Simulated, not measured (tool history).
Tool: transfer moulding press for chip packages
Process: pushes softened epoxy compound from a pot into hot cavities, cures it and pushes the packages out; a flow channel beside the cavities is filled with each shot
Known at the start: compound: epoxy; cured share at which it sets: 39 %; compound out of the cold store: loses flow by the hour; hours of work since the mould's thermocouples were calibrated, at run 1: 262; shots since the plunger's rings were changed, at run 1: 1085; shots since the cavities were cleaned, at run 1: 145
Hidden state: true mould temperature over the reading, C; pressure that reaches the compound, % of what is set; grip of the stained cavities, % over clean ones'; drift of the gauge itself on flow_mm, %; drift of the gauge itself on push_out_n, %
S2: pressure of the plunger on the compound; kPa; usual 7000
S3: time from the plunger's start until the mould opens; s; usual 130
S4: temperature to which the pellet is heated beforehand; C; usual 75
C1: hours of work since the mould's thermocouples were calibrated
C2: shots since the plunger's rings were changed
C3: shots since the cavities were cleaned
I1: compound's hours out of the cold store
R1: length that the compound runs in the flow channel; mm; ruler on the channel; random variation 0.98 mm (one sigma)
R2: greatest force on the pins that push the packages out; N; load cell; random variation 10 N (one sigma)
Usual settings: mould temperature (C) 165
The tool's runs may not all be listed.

Run 1, hour 0.0: usual settings; C1 262; C2 1085; C3 145; I1 17.1. Result: R1 786.7 mm, R2 616 N.
Run 2, hour 7.0: usual settings; C1 267; C2 1149; C3 209; I1 14.1. Result: R1 791.9 mm, R2 626 N.
Run 3, hour 16.8: usual settings but S3 169 s; C1 273; C2 1238; C3 298; I1 31.3. Result: R1 764.0 mm, R2 534 N.
Run 4, hour 30.7: usual settings but S3 143 s; C1 282; C2 1364; C3 424; I1 36.6. Result: R1 752.7 mm, R2 628 N.
Run 5, hour 45.6: usual settings but S3 143 s; C1 291; C2 1500; C3 560; I1 34.6. Result: R1 755.7 mm, R2 634 N.
At hour 49.3: cavities cleaned with cleaning compound and waxed.
Run 6, hour 57.0: usual settings but S3 143 s; C1 298; C2 1590; C3 70; I1 40.2. Result: R1 749.0 mm, R2 701 N.
Run 7, hour 64.4: usual settings but S3 143 s; C1 303; C2 1657; C3 137; I1 10.0. Result: R1 798.0 mm, R2 718 N.
Run 8, hour 77.2: usual settings but mould temperature (C) 162, S2 5470 kPa, S4 80 C; C1 311; C2 1773; C3 253; I1 39.6. Result: R1 667.5 mm, R2 913 N.
Run 9, hour 84.9: usual settings but mould temperature (C) 162, S2 5470 kPa, S4 80 C; C1 316; C2 1844; C3 324; I1 44.0. Result: R1 660.5 mm, R2 862 N.
Run 10, hour 97.5: usual settings but mould temperature (C) 158, S2 6770 kPa, S3 169 s, S4 80 C; C1 324; C2 1958; C3 438; I1 9.1. Result: R1 802.0 mm, R2 776 N.
At hour 108.0: cavities cleaned with cleaning compound and waxed, once more.
Run 11, hour 108.6: usual settings but S2 7140 kPa, S3 153 s; C1 330; C2 2046; C3 6; I1 18.6. Result: R1 785.3 mm, R2 457 N.
Run 12, hour 116.5: usual settings but S4 77 C; C1 335; C2 2117; C3 77; I1 22.3. Result: R1 772.7 mm, R2 555 N.

Forecast each of these 4 alternatives for the next run:
Run A, hour 125.2: usual settings but mould temperature (C) 157, S3 154 s, S4 76 C; C1 341; C2 2197; C3 157; I1 8.6. Result: R1 ?, R2 ?.
Run B, hour 125.2: usual settings but S2 8140 kPa, S3 124 s, S4 77 C; C1 341; C2 2197; C3 157; I1 13.4. Result: R1 ?, R2 ?.
Run C, hour 125.2: usual settings but mould temperature (C) 159, S4 77 C; C1 341; C2 2197; C3 157; I1 11.8. Result: R1 ?, R2 ?.
Run D, hour 125.2: usual settings but mould temperature (C) 168, S2 6880 kPa, S3 113 s, S4 77 C; C1 341; C2 2197; C3 157; I1 46.2. Result: R1 ?, R2 ?.

run     R1   R2
  A  821.1  704
  B  849.5  642
  C  808.6  859
  D  720.3  609
Without the tool's hidden state the same runs would have given:
run     R1   R2
  A  835.8  636
  B  864.3  576
  C  823.0  779
  D  732.8  544
